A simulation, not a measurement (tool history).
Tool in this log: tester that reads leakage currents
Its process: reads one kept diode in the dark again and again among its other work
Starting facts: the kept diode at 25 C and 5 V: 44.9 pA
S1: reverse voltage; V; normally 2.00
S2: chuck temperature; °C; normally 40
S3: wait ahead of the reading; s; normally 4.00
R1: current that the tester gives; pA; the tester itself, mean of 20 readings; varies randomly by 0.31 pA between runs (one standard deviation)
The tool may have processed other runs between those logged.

run 1 hour=0.0 | S1=2.00 S2=40 S3=4.00 | R1=104.36
run 2 hour=83.7 | S1=2.00 S2=40 S3=4.00 | R1=104.54
run 3 hour=157.5 | S1=2.00 S2=40 S3=4.00 | R1=105.16
run 4 hour=219.6 | S1=2.00 S2=40 S3=4.00 | R1=105.97
run 5 hour=283.2 | S1=2.00 S2=40 S3=4.00 | R1=106.31
run 6 hour=370.6 | S1=2.00 S2=40 S3=0.36 | R1=108.30
run 7 hour=458.3 | S1=2.00 S2=40 S3=6.86 | R1=107.32
run 8 hour=545.1 | S1=2.00 S2=40 S3=6.86 | R1=107.78
run 9 hour=604.7 | S1=2.00 S2=40 S3=4.00 | R1=108.08
run 10 hour=680.0 | S1=2.00 S2=40 S3=4.00 | R1=107.78
run 11 hour=735.2 | S1=2.00 S2=40 S3=4.00 | R1=108.43
run 12 hour=802.8 | S1=2.00 S2=37 S3=4.00 | R1=88.50
run 13 hour=841.9 | S1=2.00 S2=48 S3=4.00 | R1=183.61
run 14 hour=935.3 | S1=2.00 S2=48 S3=4.00 | R1=184.45
run 15 hour=1002.2 | S1=2.00 S2=48 S3=4.00 | R1=185.76
run 16 hour=1044.5 | S1=2.00 S2=48 S3=4.00 | R1=186.37
run 17 hour=1095.8 | S1=2.00 S2=48 S3=4.00 | R1=185.04
-- hour=1138.1 chuck's temperature calibrated
run 18 hour=1138.1 | S1=1.44 S2=40 S3=4.00 | R1=96.11
run 19 hour=1213.1 | S1=1.44 S2=40 S3=4.00 | R1=96.17
-- hour=1261.9 probe card cleaned and baked
run 20 hour=1270.1 | S1=2.00 S2=60 S3=4.00 | R1=378.79
run 21 hour=1351.7 | S1=2.24 S2=21 S3=4.00 | R1=26.62
run 22 hour=1439.5 | S1=2.24 S2=21 S3=4.00 | R1=26.89
run 23 hour=1503.0 | S1=2.24 S2=21 S3=6.41 | R1=26.93
run 24 hour=1588.1 | S1=2.24 S2=21 S3=6.41 | R1=27.31
run 25 hour=1672.6 | S1=2.00 S2=56 S3=4.55 | R1=300.65
run 26 hour=1748.2 | S1=2.00 S2=40 S3=1.48 | R1=105.31
run 27 hour=1800.3 | S1=2.00 S2=40 S3=1.48 | R1=106.39
run 28 hour=1892.3 | S1=2.00 S2=40 S3=0.63 | R1=107.10
run 29 hour=1976.1 | S1=2.00 S2=40 S3=0.63 | R1=107.78
run 30 hour=2025.2 | S1=1.46 S2=40 S3=8.34 | R1=97.34
run 31 hour=2079.5 | S1=4.94 S2=32 S3=1.79 | R1=82.55
run 32 hour=2140.8 | S1=4.94 S2=32 S3=1.79 | R1=83.86
run 33 hour=2212.9 | S1=4.94 S2=32 S3=1.79 | R1=83.87
run 34 hour=2277.4 | S1=2.00 S2=30 S3=1.93 | R1=54.09
run 35 hour=2369.9 | S1=1.11 S2=40 S3=4.14 | R1=90.88
run 36 hour=2456.1 | S1=9.25 S2=55 S3=4.00 | R1=471.29
-- hour=2465.7 chuck's temperature calibrated
run 37 hour=2516.1 | S1=8.65 S2=55 S3=0.73 | R1=448.27
-- hour=2563.3 tester calibrated
run 38 hour=2569.6 | S1=8.65 S2=55 S3=0.73 | R1=438.89

Hidden state or all else? Some run-to-run changes of R1, split into what the settings, what came in and random variation would give without the hidden state, and what is left for the hidden state (with any gauge scatter that isn't in both results):
The hidden state here: stray current of the dirty probe card, pA a volt; current scale over the true one, %; true chuck temperature over the reading, C; drift of the gauge itself on leakage_pa, %.
Run 19 -> 20: S1 1.44 -> 2.00, S2 40 -> 60, probe card cleaned and baked. R1 +282.62 pA: hidden state +2.57, all else +280.05.
Run 20 -> 21: S1 2.00 -> 2.24, S2 60 -> 21. R1 -352.17 pA: hidden state -6.98, all else -345.19.
Run 35 -> 36: S1 1.11 -> 9.25, S2 40 -> 55, S3 4.14 -> 4.00. R1 +380.41 pA: hidden state +28.92, all else +351.49.
Run 36 -> 37: S1 9.25 -> 8.65, S3 4.00 -> 0.73, chuck's temperature calibrated. R1 -23.02 pA: hidden state -18.25, all else -4.77.
Run 37 -> 38: tester calibrated. R1 -9.38 pA: hidden state -11.36, all else +1.98.
